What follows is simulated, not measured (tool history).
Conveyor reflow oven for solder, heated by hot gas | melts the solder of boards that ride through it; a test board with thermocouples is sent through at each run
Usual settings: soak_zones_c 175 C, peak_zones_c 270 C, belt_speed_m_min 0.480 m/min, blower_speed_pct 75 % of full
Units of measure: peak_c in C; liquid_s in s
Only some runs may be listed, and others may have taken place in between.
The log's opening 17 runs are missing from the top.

run,day,soak_zones_c,peak_zones_c,belt_speed_m_min,blower_speed_pct,hours of work since the flux was cleaned out,hours of work since the belt drive was overhauled,hours of work since the thermocouples were changed,peak_c,liquid_s
18,14.079,160,278,0.402,80,170,441,849,268.1,74.7
19,14.608,160,277,0.402,61,180,451,859,263.8,71.9
20,15.608,167,270,0.548,59,199,470,878,248.5,43.1
21,16.333,167,281,0.548,59,212,484,892,256.6,49.6
# day 17.504: flux residue cleaned out of gas plates and filters
22,17.558,160,264,0.480,69,1,503,911,248.5,49.0
23,18.554,184,261,0.578,59,20,522,930,242.6,41.3
# day 19.138: thermocouples of zones 6 and 7 changed
24,19.404,175,276,0.577,75,34,536,5,256.2,48.3
25,20.454,167,268,0.480,58,54,556,25,251.3,53.6
26,20.950,175,279,0.411,75,63,565,34,268.6,78.5
27,22.083,175,270,0.421,68,85,586,55,259.3,71.7
28,23.192,165,274,0.389,59,106,607,76,263.2,74.9
29,23.896,165,274,0.389,59,119,621,90,263.3,74.9
30,24.658,165,274,0.389,59,133,635,104,262.8,75.8
31,25.596,173,277,0.480,82,151,653,122,264.6,63.7
32,26.192,188,263,0.505,82,162,664,133,251.8,59.5

Consider 3 possible next runs. They are alternatives, not a sequence: every one starts from the tool as it was left by run 32. What does each give?
A,27.204,185,263,0.505,72,181,683,152,?,?
B,27.204,175,268,0.480,75,181,683,152,?,?
C,27.204,187,277,0.459,82,181,683,152,?,?

run,peak_c,liquid_s
A,250.1,56.6
B,254.5,59.6
C,266.9,72.4
What these runs would have given with no unlogged condition in the tool:
run,peak_c,liquid_s
A,250.1,56.6
B,254.6,59.6
C,267.0,72.3

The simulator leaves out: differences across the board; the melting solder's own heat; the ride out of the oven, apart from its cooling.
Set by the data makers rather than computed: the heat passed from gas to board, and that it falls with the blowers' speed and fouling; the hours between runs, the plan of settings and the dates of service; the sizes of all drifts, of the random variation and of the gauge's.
